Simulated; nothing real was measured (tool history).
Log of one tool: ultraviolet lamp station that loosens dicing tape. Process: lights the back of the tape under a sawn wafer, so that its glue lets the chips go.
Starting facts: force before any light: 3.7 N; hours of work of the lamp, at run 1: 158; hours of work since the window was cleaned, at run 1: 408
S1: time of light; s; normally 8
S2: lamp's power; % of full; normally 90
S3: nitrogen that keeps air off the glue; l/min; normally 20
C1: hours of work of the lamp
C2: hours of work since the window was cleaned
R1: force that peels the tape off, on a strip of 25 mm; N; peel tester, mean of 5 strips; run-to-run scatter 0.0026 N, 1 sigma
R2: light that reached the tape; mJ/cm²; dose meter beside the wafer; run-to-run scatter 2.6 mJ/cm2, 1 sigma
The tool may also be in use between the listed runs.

run   hour  S1  S2  S3   C1   C2     R1   R2
  1      0   8  90  20  158  408  0.137  321
       2.6  -- window cleaned of glue's vapour
  2   15.4   8  90  20  170   10  0.134  322
  3   34.2   8  90  20  184   24  0.135  316
  4   47.3   8  90  20  194   34  0.129  324
  5   58.7   8  90  20  202   42  0.132  320
  6   80.9   8  90  20  219   59  0.134  321
  7   98.8   9  90  20  233   73  0.122  363
  8  119.2   9  90  20  248   88  0.129  363
  9  135.8   8  90   8  261  101  0.163  319
 10  151.9   8  90   8  273  113  0.167  320
 11  167.2   8  90   8  284  125  0.165  322
 12    182   8  90   8  296  136  0.161  324
 13  209.6   8  90   8  317  157  0.164  320
 14  224.6   8  90  20  328  168  0.132  323
 15    251   5  90  20  348  188  0.231  201
 16  268.2   8  90  10  361  201  0.155  324
 17  287.1   8  79  10  375  215  0.178  287
 18  305.9   8  90  20  390  230  0.133  324
 19  330.7   8  90  20  408  248  0.136  325
 20  351.7  12  83  29  424  264  0.124  445

What will run 21 give?
 21  376.3   9  70  25  443  283   ?   ?

Run 21 yielded R1 0.141 N, R2 281 mJ/cm².
With the hidden condition absent and the run-to-run variation left alone, this run would have shown R1 0.141 N, R2 281 mJ/cm².
